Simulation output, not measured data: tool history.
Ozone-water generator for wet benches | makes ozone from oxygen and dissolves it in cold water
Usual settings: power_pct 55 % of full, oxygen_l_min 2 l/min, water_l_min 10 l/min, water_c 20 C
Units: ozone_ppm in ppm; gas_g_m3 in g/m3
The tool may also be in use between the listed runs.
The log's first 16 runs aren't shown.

| run | day | power_pct | oxygen_l_min | water_l_min | water_c | hours of work since the electrodes were changed | hours of work since the contactor was cleaned | hours of work since the thermometer was calibrated | ozone_ppm | gas_g_m3 |
|---|---|---|---|---|---|---|---|---|---|---|
| 17 | 19.625 | 55 | 2 | 9 | 20 | 590 | 43 | 296 | 19.5 | 193.1 |
| 18 | 20.979 | 55 | 2 | 9 | 20 | 613 | 66 | 319 | 19.5 | 192.7 |
|  | 22.071 | contactor cleaned, once more |
| 19 | 22.588 | 79 | 2 | 10 | 27 | 637 | 9 | 344 | 21.4 | 251.5 |
| 20 | 23.738 | 79 | 2 | 10 | 27 | 657 | 28 | 363 | 21.5 | 252.7 |
| 21 | 24.458 | 57 | 3.19 | 11 | 20 | 669 | 40 | 375 | 17.9 | 165 |
| 22 | 26.092 | 78 | 2 | 10 | 16 | 697 | 68 | 403 | 24 | 247.8 |
| 23 | 27.662 | 55 | 2 | 8 | 28 | 723 | 95 | 429 | 19.1 | 193.8 |
| 24 | 28.533 | 55 | 2 | 8 | 28 | 738 | 109 | 444 | 19.2 | 192.4 |
| 25 | 29.346 | 55 | 2 | 8 | 28 | 752 | 123 | 458 | 19.1 | 194.3 |
| 26 | 30.279 | 55 | 2 | 8 | 28 | 768 | 139 | 474 | 19.1 | 193.5 |
| 27 | 31.475 | 55 | 2.71 | 10 | 13 | 788 | 159 | 494 | 21 | 170.4 |
| 28 | 32.288 | 55 | 2.71 | 10 | 13 | 802 | 173 | 508 | 21 | 171.1 |
| 29 | 33.338 | 55 | 2.71 | 10 | 13 | 819 | 191 | 526 | 20.9 | 168.7 |
| 30 | 34.608 | 55 | 2.8 | 9 | 15 | 841 | 212 | 547 | 22.5 | 169.7 |
| 31 | 35.488 | 55 | 2.8 | 9 | 15 | 856 | 227 | 562 | 22.4 | 168 |
| 32 | 36.892 | 67 | 2 | 7 | 13 | 879 | 251 | 586 | 30.3 | 220.3 |

Forecast each of these 4 alternatives for the next run:
| A | 37.896 | 87 | 1.97 | 7 | 13 | 897 | 268 | 603 | ? | ? |
| B | 37.896 | 41 | 1.59 | 10 | 20 | 897 | 268 | 603 | ? | ? |
| C | 37.896 | 98 | 2 | 10 | 20 | 897 | 268 | 603 | ? | ? |
| D | 37.896 | 95 | 2 | 7 | 13 | 897 | 268 | 603 | ? | ? |

| run | ozone_ppm | gas_g_m3 |
|---|---|---|
| A | 36.9 | 267.6 |
| B | 13.6 | 167.3 |
| C | 27.2 | 290.7 |
| D | 39.4 | 287.4 |
Without the tool's hidden state the same runs would have given:
| run | ozone_ppm | gas_g_m3 |
|---|---|---|
| A | 37.9 | 272.7 |
| B | 13.9 | 168.9 |
| C | 28 | 296.7 |
| D | 40.4 | 293.2 |

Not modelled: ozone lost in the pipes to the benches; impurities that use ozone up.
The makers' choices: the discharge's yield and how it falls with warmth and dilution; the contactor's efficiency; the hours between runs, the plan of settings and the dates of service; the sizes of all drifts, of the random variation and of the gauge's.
